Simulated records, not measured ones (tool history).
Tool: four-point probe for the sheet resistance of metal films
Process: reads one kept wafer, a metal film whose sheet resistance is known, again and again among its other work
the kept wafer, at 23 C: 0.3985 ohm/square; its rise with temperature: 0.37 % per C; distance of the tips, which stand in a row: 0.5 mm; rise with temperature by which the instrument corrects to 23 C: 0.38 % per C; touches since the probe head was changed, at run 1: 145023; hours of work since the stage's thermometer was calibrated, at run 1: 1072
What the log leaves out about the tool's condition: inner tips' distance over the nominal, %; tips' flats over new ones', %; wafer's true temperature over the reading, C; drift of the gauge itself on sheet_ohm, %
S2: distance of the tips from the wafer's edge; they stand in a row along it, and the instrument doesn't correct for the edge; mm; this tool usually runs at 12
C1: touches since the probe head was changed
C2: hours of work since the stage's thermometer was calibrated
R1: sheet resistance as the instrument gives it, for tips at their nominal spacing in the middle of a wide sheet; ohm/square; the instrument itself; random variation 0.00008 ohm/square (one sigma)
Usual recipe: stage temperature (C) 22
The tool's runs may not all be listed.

{"run": 1, "day": 0.0, "stage temperature (C)": 22, "S2": 12, "C1": 145023, "C2": 1072, "R1": 0.400866}
{"run": 2, "day": 2.512, "stage temperature (C)": 22, "S2": 12, "C1": 148916, "C2": 1117, "R1": 0.400866}
{"day": 6.4, "done": "new probe head fitted"}
{"run": 3, "day": 6.417, "stage temperature (C)": 22, "S2": 12, "C1": 25, "C2": 1186, "R1": 0.398697}
{"run": 4, "day": 8.233, "stage temperature (C)": 22, "S2": 12, "C1": 2845, "C2": 1219, "R1": 0.398826}
{"run": 5, "day": 10.983, "stage temperature (C)": 22, "S2": 12, "C1": 7104, "C2": 1268, "R1": 0.398859}
{"run": 6, "day": 12.75, "stage temperature (C)": 22, "S2": 12, "C1": 9841, "C2": 1299, "R1": 0.398777}
{"run": 7, "day": 14.442, "stage temperature (C)": 22, "S2": 27, "C1": 12460, "C2": 1329, "R1": 0.398674}
{"run": 8, "day": 18.588, "stage temperature (C)": 22, "S2": 27, "C1": 18887, "C2": 1403, "R1": 0.398544}
{"run": 9, "day": 21.112, "stage temperature (C)": 22, "S2": 12, "C1": 22801, "C2": 1449, "R1": 0.39885}
{"run": 10, "day": 24.054, "stage temperature (C)": 22, "S2": 12, "C1": 27361, "C2": 1501, "R1": 0.398958}
{"run": 11, "day": 27.746, "stage temperature (C)": 22, "S2": 12, "C1": 33077, "C2": 1567, "R1": 0.399039}
{"run": 12, "day": 29.442, "stage temperature (C)": 22, "S2": 10, "C1": 35706, "C2": 1597, "R1": 0.399257}
{"run": 13, "day": 33.062, "stage temperature (C)": 29, "S2": 10, "C1": 41316, "C2": 1662, "R1": 0.398926}
{"run": 14, "day": 36.429, "stage temperature (C)": 29, "S2": 10, "C1": 46538, "C2": 1722, "R1": 0.398926}
{"run": 15, "day": 38.721, "stage temperature (C)": 28, "S2": 33, "C1": 50088, "C2": 1763, "R1": 0.398497}
{"run": 16, "day": 41.796, "stage temperature (C)": 28, "S2": 33, "C1": 54849, "C2": 1818, "R1": 0.398546}
{"run": 17, "day": 45.833, "stage temperature (C)": 25, "S2": 6, "C1": 61108, "C2": 1890, "R1": 0.400359}
{"run": 18, "day": 49.254, "stage temperature (C)": 26, "S2": 15, "C1": 66406, "C2": 1951, "R1": 0.399013}
{"run": 19, "day": 51.638, "stage temperature (C)": 23, "S2": 15, "C1": 70102, "C2": 1994, "R1": 0.399098}
{"run": 20, "day": 55.192, "stage temperature (C)": 18, "S2": 6, "C1": 75609, "C2": 2057, "R1": 0.400646}
{"run": 21, "day": 58.221, "stage temperature (C)": 33, "S2": 8, "C1": 80305, "C2": 2112, "R1": 0.399323}
{"run": 22, "day": 61.7, "stage temperature (C)": 30, "S2": 15, "C1": 85694, "C2": 2174, "R1": 0.398769}

Run 23 is up next; what results do you expect?
{"run": 23, "day": 65.621, "stage temperature (C)": 19, "S2": 56, "C1": 91769, "C2": 2244, "R1": "?"}

R1: 0.399105 ohm/square
Were there no unlogged condition in the tool, this run, its random variation unchanged, would have produced R1 0.398608 ohm/square.

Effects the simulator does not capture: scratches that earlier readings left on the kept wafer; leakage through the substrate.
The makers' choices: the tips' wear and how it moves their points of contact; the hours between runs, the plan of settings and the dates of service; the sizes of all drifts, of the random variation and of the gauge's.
